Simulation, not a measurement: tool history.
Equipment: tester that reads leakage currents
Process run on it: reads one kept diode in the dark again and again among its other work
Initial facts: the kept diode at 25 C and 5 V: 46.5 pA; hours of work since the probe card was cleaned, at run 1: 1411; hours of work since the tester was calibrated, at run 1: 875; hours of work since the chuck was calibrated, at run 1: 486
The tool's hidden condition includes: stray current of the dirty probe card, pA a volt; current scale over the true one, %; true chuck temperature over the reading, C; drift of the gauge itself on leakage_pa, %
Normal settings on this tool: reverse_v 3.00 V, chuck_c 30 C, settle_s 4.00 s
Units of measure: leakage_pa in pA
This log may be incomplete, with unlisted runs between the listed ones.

run	day	reverse_v	chuck_c	settle_s	hours of work since the probe card was cleaned	hours of work since the tester was calibrated	hours of work since the chuck was calibrated	leakage_pa
1	0.000	3.00	30	4.00	1411	875	486	54.48
2	2.438	3.00	30	0.61	1434	898	509	55.88
3	4.533	1.98	30	4.00	1454	918	529	42.78
4	6.971	1.98	30	4.00	1478	942	553	42.83
5	8.300	3.00	31	4.00	1490	954	566	59.15
6	9.750	3.00	31	4.00	1504	968	580	58.65
7	12.062	1.61	31	4.00	1527	991	602	41.37
8	14.346	7.19	31	4.00	1549	1013	624	96.90
9	15.483	7.19	31	4.00	1560	1024	635	97.28
10	17.258	3.00	30	4.00	1577	1041	652	54.09
11	19.662	3.00	30	4.00	1600	1064	675	53.89
12	20.938	3.00	30	4.00	1612	1076	687	53.66
13	22.483	3.00	30	4.00	1627	1091	702	53.59
14	24.571	1.41	30	4.00	1647	1111	722	34.90
15	26.696	3.00	30	4.00	1667	1131	743	53.71
16	27.862	3.00	30	4.00	1679	1143	754	53.67
17	29.546	3.00	54	4.00	1695	1159	770	395.51
18	31.158	3.00	54	4.00	1710	1174	786	392.85
19	33.300	3.00	54	4.00	1731	1195	806	392.02
20	34.992	3.00	41	4.00	1747	1211	822	137.19
# day 35.179: tester calibrated
21	36.767	3.00	41	4.00	1763	15	839	136.63
22	38.950	3.00	41	4.00	1784	36	860	136.16
23	40.400	4.63	31	4.14	1798	50	874	74.19
24	42.721	11.10	27	0.36	1821	73	896	98.45
# day 43.288: tester calibrated, once more
25	45.083	4.05	33	0.85	1843	17	918	83.33
26	47.258	4.05	22	0.41	1863	38	939	34.87
27	49.717	1.08	30	6.32	1887	62	962	29.52

Run 28 has not been measured yet. What should we expect?
28	51.312	1.43	50	0.91	1902	77	978	?

Run 28 gave leakage_pa 188.14 pA.
Were there no unlogged condition in the tool, this run, its random variation unchanged, would have produced leakage_pa 204.73 pA.
